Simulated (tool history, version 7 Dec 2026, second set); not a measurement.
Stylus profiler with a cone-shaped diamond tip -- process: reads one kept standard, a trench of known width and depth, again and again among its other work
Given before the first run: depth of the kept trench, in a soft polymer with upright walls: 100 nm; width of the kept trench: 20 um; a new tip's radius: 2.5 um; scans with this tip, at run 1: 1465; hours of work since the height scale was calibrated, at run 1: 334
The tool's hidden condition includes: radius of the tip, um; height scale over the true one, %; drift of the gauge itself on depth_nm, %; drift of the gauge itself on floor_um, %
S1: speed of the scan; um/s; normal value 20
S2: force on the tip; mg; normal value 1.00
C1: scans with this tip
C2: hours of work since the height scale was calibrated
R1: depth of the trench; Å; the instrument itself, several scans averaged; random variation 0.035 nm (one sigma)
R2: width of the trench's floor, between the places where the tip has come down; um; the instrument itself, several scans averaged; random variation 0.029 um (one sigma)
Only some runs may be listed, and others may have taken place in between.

Run 1, hour 0.0: usual settings; C1 1465; C2 334. Result: R1 1004.8 Å, R2 18.33 um.
Run 2, hour 32.2: usual settings but S1 9 um/s; C1 1573; C2 359. Result: R1 1005.3 Å, R2 18.39 um.
Run 3, hour 68.1: usual settings but S1 9 um/s; C1 1694; C2 386. Result: R1 1006.1 Å, R2 18.37 um.
Run 4, hour 100.0: usual settings but S1 9 um/s; C1 1802; C2 411. Result: R1 1006.0 Å, R2 18.43 um.
Run 5, hour 117.1: usual settings; C1 1859; C2 424. Result: R1 1004.9 Å, R2 18.35 um.
Run 6, hour 152.1: usual settings but S1 41 um/s; C1 1977; C2 451. Result: R1 1005.7 Å, R2 18.10 um.
Run 7, hour 185.1: usual settings; C1 2088; C2 476. Result: R1 1006.0 Å, R2 18.30 um.
Run 8, hour 207.4: usual settings; C1 2164; C2 494. Result: R1 1005.4 Å, R2 18.25 um.
Run 9, hour 235.7: usual settings; C1 2259; C2 515. Result: R1 1006.0 Å, R2 18.26 um.
Run 10, hour 253.7: usual settings; C1 2319; C2 529. Result: R1 1006.0 Å, R2 18.22 um.
Run 11, hour 284.9: usual settings; C1 2425; C2 553. Result: R1 1005.6 Å, R2 18.31 um.
Run 12, hour 316.6: usual settings but S1 32 um/s; C1 2531; C2 577. Result: R1 1006.4 Å, R2 18.11 um.
Run 13, hour 352.3: usual settings but S1 32 um/s; C1 2652; C2 605. Result: R1 1005.9 Å, R2 18.18 um.
Run 14, hour 385.4: usual settings but S1 32 um/s; C1 2763; C2 630. Result: R1 1006.5 Å, R2 18.13 um.
Run 15, hour 414.5: usual settings but S1 55 um/s, S2 2.43 mg; C1 2861; C2 653. Result: R1 1009.4 Å, R2 18.12 um.
Run 16, hour 443.6: usual settings but S1 55 um/s, S2 0.90 mg; C1 2959; C2 675. Result: R1 1005.8 Å, R2 17.84 um.
Run 17, hour 473.9: usual settings but S1 55 um/s, S2 0.90 mg; C1 3061; C2 698. Result: R1 1006.5 Å, R2 17.83 um.
Run 18, hour 497.9: usual settings but S1 19 um/s, S2 2.28 mg; C1 3142; C2 717. Result: R1 1010.6 Å, R2 18.30 um.

Consider 5 possible next runs. They are alternatives, not a sequence: every one starts from the tool as it was left by run 18. What does each give?
Run A, hour 525.8: usual settings but S1 40 um/s, S2 1.67 mg; C1 3236; C2 738. Result: R1 ?, R2 ?.
Run B, hour 525.8: usual settings but S1 58 um/s, S2 0.59 mg; C1 3236; C2 738. Result: R1 ?, R2 ?.
Run C, hour 525.8: usual settings but S1 24 um/s, S2 1.80 mg; C1 3236; C2 738. Result: R1 ?, R2 ?.
Run D, hour 525.8: usual settings but S1 16 um/s, S2 2.28 mg; C1 3236; C2 738. Result: R1 ?, R2 ?.
Run E, hour 525.8: usual settings but S1 8 um/s, S2 0.72 mg; C1 3236; C2 738. Result: R1 ?, R2 ?.

run      R1     R2
  A  1008.3  18.11
  B  1005.2  17.71
  C  1008.4  18.22
  D  1010.2  18.34
  E  1005.4  18.33
With no hidden state in the tool, these same runs would have given:
run      R1     R2
  A  1005.8  18.29
  B  1002.8  17.89
  C  1005.9  18.40
  D  1007.7  18.52
  E  1003.0  18.51
